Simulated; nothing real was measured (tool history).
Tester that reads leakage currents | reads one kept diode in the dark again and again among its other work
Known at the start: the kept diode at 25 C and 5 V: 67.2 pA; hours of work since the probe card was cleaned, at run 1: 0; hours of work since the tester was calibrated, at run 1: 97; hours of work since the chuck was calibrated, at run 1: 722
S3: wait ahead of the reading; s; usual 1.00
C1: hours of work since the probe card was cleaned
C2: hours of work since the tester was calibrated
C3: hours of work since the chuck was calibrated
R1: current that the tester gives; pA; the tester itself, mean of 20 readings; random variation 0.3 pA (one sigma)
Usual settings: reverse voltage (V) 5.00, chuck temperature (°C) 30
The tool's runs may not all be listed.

run 1 hour=0.0 | reverse_voltage_(V)=5.00 chuck_temperature_(°C)=30 S3=1.00 | C1=0 C2=97 C3=722 | R1=90.32
run 2 hour=54.8 | reverse_voltage_(V)=5.00 chuck_temperature_(°C)=30 S3=1.00 | C1=36 C2=133 C3=758 | R1=90.00
run 3 hour=143.7 | reverse_voltage_(V)=1.34 chuck_temperature_(°C)=30 S3=1.00 | C1=94 C2=191 C3=816 | R1=55.71
run 4 hour=240.3 | reverse_voltage_(V)=1.34 chuck_temperature_(°C)=30 S3=1.00 | C1=157 C2=254 C3=879 | R1=55.10
run 5 hour=291.5 | reverse_voltage_(V)=1.34 chuck_temperature_(°C)=30 S3=1.00 | C1=190 C2=288 C3=912 | R1=55.11
run 6 hour=386.1 | reverse_voltage_(V)=1.34 chuck_temperature_(°C)=30 S3=1.00 | C1=252 C2=349 C3=974 | R1=54.68
run 7 hour=455.0 | reverse_voltage_(V)=1.34 chuck_temperature_(°C)=30 S3=1.00 | C1=297 C2=394 C3=1019 | R1=54.38
run 8 hour=531.6 | reverse_voltage_(V)=4.20 chuck_temperature_(°C)=30 S3=1.00 | C1=347 C2=444 C3=1069 | R1=81.68
run 9 hour=594.3 | reverse_voltage_(V)=4.20 chuck_temperature_(°C)=30 S3=1.00 | C1=388 C2=485 C3=1110 | R1=81.32
run 10 hour=649.5 | reverse_voltage_(V)=4.20 chuck_temperature_(°C)=30 S3=1.00 | C1=424 C2=521 C3=1146 | R1=81.32
run 11 hour=702.9 | reverse_voltage_(V)=4.20 chuck_temperature_(°C)=30 S3=1.42 | C1=459 C2=556 C3=1181 | R1=80.60
run 12 hour=750.0 | reverse_voltage_(V)=4.20 chuck_temperature_(°C)=23 S3=1.42 | C1=489 C2=587 C3=1212 | R1=48.68
run 13 hour=856.2 | reverse_voltage_(V)=4.20 chuck_temperature_(°C)=23 S3=1.42 | C1=559 C2=656 C3=1281 | R1=48.69
run 14 hour=949.9 | reverse_voltage_(V)=4.20 chuck_temperature_(°C)=23 S3=1.42 | C1=620 C2=717 C3=1342 | R1=48.18
-- hour=1005.4 chuck's temperature calibrated
run 15 hour=1056.5 | reverse_voltage_(V)=4.20 chuck_temperature_(°C)=23 S3=1.42 | C1=688 C2=785 C3=33 | R1=55.37
run 16 hour=1133.7 | reverse_voltage_(V)=18.56 chuck_temperature_(°C)=30 S3=1.00 | C1=738 C2=836 C3=84 | R1=160.09
run 17 hour=1212.5 | reverse_voltage_(V)=18.56 chuck_temperature_(°C)=30 S3=1.00 | C1=790 C2=887 C3=135 | R1=159.56
run 18 hour=1296.6 | reverse_voltage_(V)=18.56 chuck_temperature_(°C)=30 S3=1.00 | C1=845 C2=942 C3=190 | R1=159.09
run 19 hour=1374.7 | reverse_voltage_(V)=18.56 chuck_temperature_(°C)=30 S3=1.00 | C1=896 C2=993 C3=241 | R1=158.75
run 20 hour=1466.7 | reverse_voltage_(V)=4.07 chuck_temperature_(°C)=30 S3=6.34 | C1=956 C2=1053 C3=301 | R1=86.49
run 21 hour=1526.5 | reverse_voltage_(V)=4.07 chuck_temperature_(°C)=30 S3=6.34 | C1=995 C2=1092 C3=340 | R1=86.22
-- hour=1601.9 probe card cleaned and baked
run 22 hour=1615.7 | reverse_voltage_(V)=4.11 chuck_temperature_(°C)=30 S3=1.00 | C1=9 C2=1148 C3=396 | R1=87.89
run 23 hour=1704.7 | reverse_voltage_(V)=1.52 chuck_temperature_(°C)=30 S3=1.00 | C1=67 C2=1206 C3=454 | R1=59.93
run 24 hour=1817.3 | reverse_voltage_(V)=5.00 chuck_temperature_(°C)=21 S3=2.98 | C1=141 C2=1280 C3=528 | R1=50.59
-- hour=1869.9 probe card cleaned and baked, once more
run 25 hour=1921.0 | reverse_voltage_(V)=5.00 chuck_temperature_(°C)=21 S3=2.98 | C1=33 C2=1346 C3=594 | R1=45.39
run 26 hour=1975.4 | reverse_voltage_(V)=5.00 chuck_temperature_(°C)=21 S3=2.98 | C1=69 C2=1381 C3=629 | R1=45.24
run 27 hour=2079.4 | reverse_voltage_(V)=5.00 chuck_temperature_(°C)=21 S3=2.98 | C1=137 C2=1449 C3=697 | R1=44.86
run 28 hour=2128.6 | reverse_voltage_(V)=5.00 chuck_temperature_(°C)=21 S3=2.98 | C1=169 C2=1481 C3=729 | R1=44.76
run 29 hour=2194.5 | reverse_voltage_(V)=5.00 chuck_temperature_(°C)=25 S3=4.25 | C1=212 C2=1524 C3=772 | R1=59.50
run 30 hour=2282.3 | reverse_voltage_(V)=9.45 chuck_temperature_(°C)=42 S3=6.49 | C1=269 C2=1581 C3=829 | R1=241.76
run 31 hour=2380.6 | reverse_voltage_(V)=9.45 chuck_temperature_(°C)=42 S3=6.49 | C1=333 C2=1646 C3=893 | R1=239.43
run 32 hour=2466.1 | reverse_voltage_(V)=2.65 chuck_temperature_(°C)=30 S3=1.60 | C1=389 C2=1701 C3=949 | R1=67.12
run 33 hour=2559.5 | reverse_voltage_(V)=3.18 chuck_temperature_(°C)=40 S3=1.90 | C1=450 C2=1762 C3=1010 | R1=140.48
run 34 hour=2627.2 | reverse_voltage_(V)=1.80 chuck_temperature_(°C)=30 S3=1.00 | C1=494 C2=1806 C3=1054 | R1=57.28
run 35 hour=2688.3 | reverse_voltage_(V)=1.80 chuck_temperature_(°C)=30 S3=1.00 | C1=534 C2=1846 C3=1094 | R1=57.10
run 36 hour=2759.0 | reverse_voltage_(V)=5.00 chuck_temperature_(°C)=30 S3=4.85 | C1=580 C2=1892 C3=1140 | R1=81.48
run 37 hour=2868.6 | reverse_voltage_(V)=1.13 chuck_temperature_(°C)=25 S3=0.34 | C1=652 C2=1964 C3=1212 | R1=33.54
run 38 hour=2948.1 | reverse_voltage_(V)=1.13 chuck_temperature_(°C)=20 S3=2.40 | C1=704 C2=2016 C3=1264 | R1=22.54

How the hidden state differs across the entries between the runs, from the last listed run before each to the first after it:
Between runs 14 and 15: chuck's temperature calibrated (hour 1005.4)
  stray current of the dirty probe card, pA a volt: 0.381 -> 0.419; current scale over the true one, %: -1.29 -> -1.39; true chuck temperature over the reading, C: -2.08 -> -0.18
  measured less the result without the state, R1: -6.97 -> +0.16 pA
Between runs 21 and 22: probe card cleaned and baked (hour 1601.9)
  stray current of the dirty probe card, pA a volt: 0.595 -> 1.027; current scale over the true one, %: -1.82 -> -1.9; true chuck temperature over the reading, C: -0.73 -> -0.83
  measured less the result without the state, R1: -3.76 -> -2.73 pA
Between runs 24 and 25: probe card cleaned and baked, once more (hour 1869.9)
  stray current of the dirty probe card, pA a volt: 1.102 -> 0.041; current scale over the true one, %: -2.1 -> -2.19; true chuck temperature over the reading, C: -1.07 -> -1.18
  measured less the result without the state, R1: +0.46 -> -5.19 pA
